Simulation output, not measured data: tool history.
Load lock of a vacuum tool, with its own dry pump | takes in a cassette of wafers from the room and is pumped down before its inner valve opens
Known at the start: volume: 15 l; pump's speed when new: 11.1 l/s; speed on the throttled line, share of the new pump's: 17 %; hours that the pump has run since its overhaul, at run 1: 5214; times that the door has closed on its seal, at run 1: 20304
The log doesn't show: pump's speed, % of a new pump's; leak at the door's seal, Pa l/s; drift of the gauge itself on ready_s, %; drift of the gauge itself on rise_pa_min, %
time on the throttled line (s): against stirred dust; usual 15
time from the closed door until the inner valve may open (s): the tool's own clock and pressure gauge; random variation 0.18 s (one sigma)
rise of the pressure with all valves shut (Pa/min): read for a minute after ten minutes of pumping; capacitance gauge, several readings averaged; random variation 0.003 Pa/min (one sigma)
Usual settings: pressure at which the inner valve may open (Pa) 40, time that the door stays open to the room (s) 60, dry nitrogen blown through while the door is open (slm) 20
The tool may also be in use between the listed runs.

| run | day | time on the throttled line (s) | pressure at which the inner valve may open (Pa) | time that the door stays open to the room (s) | dry nitrogen blown through while the door is open (slm) | hours that the pump has run since its overhaul | times that the door has closed on its seal | incoming humidity of the room's air, % | time from the closed door until the inner valve may open (s) | rise of the pressure with all valves shut (Pa/min) |
|---|---|---|---|---|---|---|---|---|---|---|
| 1 | 0 | 15 | 40 | 60 | 20 | 5214 | 20304 | 46 | 24 | 0.085 |
| 2 | 4.025 | 15 | 40 | 60 | 20 | 5310 | 20715 | 47.9 | 24 | 0.087 |
| 3 | 6.396 | 15 | 40 | 60 | 20 | 5367 | 20956 | 45.1 | 23.9 | 0.08 |
| 4 | 11.175 | 15 | 40 | 60 | 20 | 5482 | 21444 | 45.7 | 23.8 | 0.083 |
| 5 | 16.883 | 15 | 40 | 60 | 20 | 5619 | 22026 | 48.7 | 24 | 0.086 |
| 6 | 19.438 | 15 | 40 | 60 | 20 | 5680 | 22286 | 45.5 | 23.9 | 0.089 |
| 7 | 23.404 | 15 | 40 | 60 | 20 | 5776 | 22691 | 44.9 | 23.9 | 0.091 |
| 8 | 25.921 | 15 | 40 | 60 | 7 | 5836 | 22947 | 44 | 24.1 | 0.099 |
| 9 | 28.412 | 15 | 40 | 60 | 7 | 5896 | 23202 | 43.5 | 23.9 | 0.099 |
| 10 | 33.692 | 18 | 40 | 60 | 20 | 6023 | 23740 | 43.9 | 26.3 | 0.091 |
| 11 | 36.404 | 15 | 40 | 60 | 20 | 6088 | 24017 | 43.8 | 24 | 0.092 |
| 12 | 39.65 | 15 | 40 | 60 | 20 | 6166 | 24348 | 42.2 | 24.1 | 0.093 |
| 13 | 43.683 | 15 | 40 | 60 | 20 | 6262 | 24759 | 44.6 | 24.2 | 0.091 |
| 14 | 46.408 | 15 | 40 | 60 | 20 | 6328 | 25037 | 44.2 | 24.1 | 0.091 |
| 15 | 51.133 | 15 | 40 | 60 | 20 | 6441 | 25519 | 43.8 | 24 | 0.099 |
| 16 | 54.371 | 15 | 40 | 60 | 20 | 6519 | 25849 | 45.5 | 24.1 | 0.096 |
| 17 | 59.679 | 15 | 40 | 174 | 20 | 6646 | 26390 | 45.3 | 24.3 | 0.114 |
| 18 | 62.7 | 15 | 40 | 174 | 20 | 6719 | 26699 | 46.7 | 24.3 | 0.12 |
| 19 | 67.871 | 10 | 57 | 51 | 20 | 6843 | 27226 | 48.9 | 19.9 | 0.094 |
| 20 | 71.15 | 10 | 57 | 112 | 34 | 6922 | 27560 | 45.6 | 19.6 | 0.109 |
| 21 | 73.571 | 10 | 60 | 51 | 38 | 6980 | 27807 | 46 | 19.7 | 0.091 |
| 22 | 78.417 | 29 | 60 | 51 | 19 | 7096 | 28301 | 40.3 | 35.2 | 0.098 |
| 23 | 82.542 | 29 | 60 | 51 | 19 | 7195 | 28722 | 42.4 | 34.9 | 0.106 |
| 24 | 86.238 | 29 | 60 | 51 | 19 | 7284 | 29099 | 46.6 | 35.1 | 0.11 |
| 25 | 90.558 | 29 | 60 | 56 | 24 | 7387 | 29540 | 45.4 | 35 | 0.107 |
| 26 | 95.754 | 26 | 60 | 56 | 44 | 7512 | 30069 | 44.6 | 32.7 | 0.1 |
| 27 | 100.275 | 15 | 78 | 60 | 34 | 7620 | 30530 | 47.5 | 23.2 | 0.108 |
| 28 | 103.683 | 15 | 78 | 60 | 34 | 7702 | 30878 | 42.8 | 23.5 | 0.101 |
| 29 | 109.033 | 15 | 78 | 60 | 34 | 7831 | 31424 | 46.4 | 23.4 | 0.114 |
| 30 | 111.642 | 16 | 59 | 60 | 7 | 7893 | 31690 | 48.5 | 24.5 | 0.137 |
| 31 | 117.45 | 16 | 59 | 60 | 7 | 8033 | 32282 | 47.8 | 24.8 | 0.129 |
| 32 | 120.088 | 15 | 40 | 60 | 20 | 8096 | 32551 | 44.3 | 24.7 | 0.112 |
| 33 | 124.408 | 15 | 40 | 60 | 20 | 8200 | 32992 | 43.8 | 24.7 | 0.122 |

Some steps in time from the closed door until the inner valve may open (s) between neighbouring runs. How much of each would the tool show without its hidden state too (settings, what came in, random variation), and how much is left for the hidden state, with any gauge scatter that isn't in both results?
Run 18 -> 19: time on the throttled line (s) 15 -> 10, pressure at which the inner valve may open (Pa) 40 -> 57, time that the door stays open to the room (s) 174 -> 51. time from the closed door until the inner valve may open (s) -4.4: hidden state +0.1, all else -4.5.
Run 21 -> 22: time on the throttled line (s) 10 -> 29, dry nitrogen blown through while the door is open (slm) 38 -> 19. time from the closed door until the inner valve may open (s) +15.5: hidden state -0.4, all else +15.9.
Run 26 -> 27: time on the throttled line (s) 26 -> 15, pressure at which the inner valve may open (Pa) 60 -> 78, time that the door stays open to the room (s) 56 -> 60, dry nitrogen blown through while the door is open (slm) 44 -> 34. time from the closed door until the inner valve may open (s) -9.5: hidden state +0.3, all else -9.8.
Run 31 -> 32: time on the throttled line (s) 16 -> 15, pressure at which the inner valve may open (Pa) 59 -> 40, dry nitrogen blown through while the door is open (slm) 7 -> 20. time from the closed door until the inner valve may open (s) -0.1: hidden state +0.2, all else -0.3.
